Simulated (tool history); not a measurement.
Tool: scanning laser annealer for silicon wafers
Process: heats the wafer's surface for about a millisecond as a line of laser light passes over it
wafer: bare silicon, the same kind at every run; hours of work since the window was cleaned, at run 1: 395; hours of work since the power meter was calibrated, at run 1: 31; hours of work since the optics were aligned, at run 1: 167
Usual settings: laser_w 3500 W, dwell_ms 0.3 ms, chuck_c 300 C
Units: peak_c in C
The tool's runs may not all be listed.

run,hour,laser_w,dwell_ms,chuck_c,hours of work since the window was cleaned,hours of work since the power meter was calibrated,hours of work since the optics were aligned,peak_c
1,0,3500,0.3,300,395,31,167,1033
2,8.9,3500,0.3,300,401,38,173,1032
3,19.3,3500,0.3,300,409,46,181,1032
4,31.3,3500,0.3,300,418,55,190,1029
# hour 37.1: optics aligned, line set to its width
5,42.9,3500,0.3,300,423,60,4,1031
6,53.9,3500,0.226,300,431,68,12,944
7,59.9,3500,0.226,300,436,72,17,941
8,73.1,3500,0.226,300,445,82,27,942
# hour 83.9: optics aligned, line set to its width, once more
9,85.1,3500,0.226,300,451,87,1,942
10,97,3500,0.226,300,459,96,10,946
11,103.7,3334,0.257,292,464,101,15,939
12,111.3,3334,0.274,289,470,107,20,952
13,118.7,3334,0.274,289,475,112,26,955
14,130.9,3334,0.274,289,485,121,35,950

Forecast each of these 3 alternatives for the next run:
A,144,3312,0.3,299,494,131,45,?
B,144,3015,0.361,321,494,131,45,?
C,144,3500,0.3,280,494,131,45,?

run,peak_c
A,981
B,993
C,1009
Without the tool's hidden state the same runs would have given:
run,peak_c
A,1012
B,1023
C,1041

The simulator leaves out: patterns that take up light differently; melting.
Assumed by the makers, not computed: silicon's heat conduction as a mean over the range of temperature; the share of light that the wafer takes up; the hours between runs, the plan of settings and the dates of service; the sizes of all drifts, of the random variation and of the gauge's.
